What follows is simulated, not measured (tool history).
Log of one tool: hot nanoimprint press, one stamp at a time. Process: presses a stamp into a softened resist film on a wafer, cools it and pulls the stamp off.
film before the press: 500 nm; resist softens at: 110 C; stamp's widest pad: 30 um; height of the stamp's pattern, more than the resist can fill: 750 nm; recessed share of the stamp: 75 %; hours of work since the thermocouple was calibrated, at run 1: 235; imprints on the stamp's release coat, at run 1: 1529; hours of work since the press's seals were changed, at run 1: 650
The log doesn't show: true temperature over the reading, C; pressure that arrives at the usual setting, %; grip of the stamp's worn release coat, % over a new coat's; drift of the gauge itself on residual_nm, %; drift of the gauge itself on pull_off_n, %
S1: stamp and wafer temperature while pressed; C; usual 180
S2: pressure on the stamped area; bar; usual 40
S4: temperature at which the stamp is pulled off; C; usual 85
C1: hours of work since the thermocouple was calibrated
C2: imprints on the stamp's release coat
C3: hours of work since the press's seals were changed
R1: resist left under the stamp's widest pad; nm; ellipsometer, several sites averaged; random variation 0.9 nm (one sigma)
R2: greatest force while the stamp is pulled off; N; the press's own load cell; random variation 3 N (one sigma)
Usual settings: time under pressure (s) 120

{"run": 1, "hour": 0.0, "S1": 180, "S2": 40, "time under pressure (s)": 120, "S4": 85, "C1": 235, "C2": 1529, "C3": 650, "R1": 279.3, "R2": 186}
{"run": 2, "hour": 75.3, "S1": 180, "S2": 40, "time under pressure (s)": 106, "S4": 85, "C1": 272, "C2": 1770, "C3": 687, "R1": 291.9, "R2": 187}
{"run": 3, "hour": 145.0, "S1": 180, "S2": 40, "time under pressure (s)": 106, "S4": 85, "C1": 306, "C2": 1992, "C3": 722, "R1": 289.8, "R2": 192}
{"hour": 211.4, "done": "stamp cleaned and given a new release coat"}
{"run": 4, "hour": 234.4, "S1": 180, "S2": 40, "time under pressure (s)": 120, "S4": 85, "C1": 347, "C2": 73, "C3": 762, "R1": 279.8, "R2": 143}
{"run": 5, "hour": 269.5, "S1": 180, "S2": 40, "time under pressure (s)": 120, "S4": 85, "C1": 364, "C2": 185, "C3": 780, "R1": 280.8, "R2": 137}
{"run": 6, "hour": 330.0, "S1": 180, "S2": 40, "time under pressure (s)": 120, "S4": 85, "C1": 394, "C2": 379, "C3": 809, "R1": 277.7, "R2": 147}
{"run": 7, "hour": 409.2, "S1": 180, "S2": 40, "time under pressure (s)": 120, "S4": 85, "C1": 432, "C2": 632, "C3": 848, "R1": 278.6, "R2": 154}
{"run": 8, "hour": 457.8, "S1": 180, "S2": 40, "time under pressure (s)": 120, "S4": 85, "C1": 456, "C2": 787, "C3": 872, "R1": 278.1, "R2": 157}
{"run": 9, "hour": 529.3, "S1": 170, "S2": 40, "time under pressure (s)": 111, "S4": 84, "C1": 491, "C2": 1016, "C3": 907, "R1": 353.7, "R2": 164}
{"run": 10, "hour": 568.0, "S1": 168, "S2": 40, "time under pressure (s)": 111, "S4": 72, "C1": 510, "C2": 1139, "C3": 926, "R1": 366.8, "R2": 209}
{"run": 11, "hour": 644.7, "S1": 177, "S2": 51.5, "time under pressure (s)": 70, "S4": 85, "C1": 548, "C2": 1384, "C3": 964, "R1": 309.4, "R2": 175}
{"run": 12, "hour": 704.9, "S1": 177, "S2": 51.5, "time under pressure (s)": 70, "S4": 85, "C1": 577, "C2": 1577, "C3": 993, "R1": 310.5, "R2": 177}
{"hour": 715.7, "done": "plate thermocouple calibrated"}
{"hour": 723.7, "done": "press's hydraulic seals changed and the load cell set to zero"}
{"run": 13, "hour": 782.8, "S1": 176, "S2": 60.1, "time under pressure (s)": 88, "S4": 88, "C1": 29, "C2": 1791, "C3": 29, "R1": 277.1, "R2": 182}

Forecast run 14:
{"run": 14, "hour": 821.3, "S1": 174, "S2": 38.4, "time under pressure (s)": 88, "S4": 83, "C1": 48, "C2": 1914, "C3": 48, "R1": "?", "R2": "?"}

{"run 14": {"R1": 355.4, "R2": 204}}
Without the tool's hidden state the same run would have given R1 355.6 nm, R2 147 N.
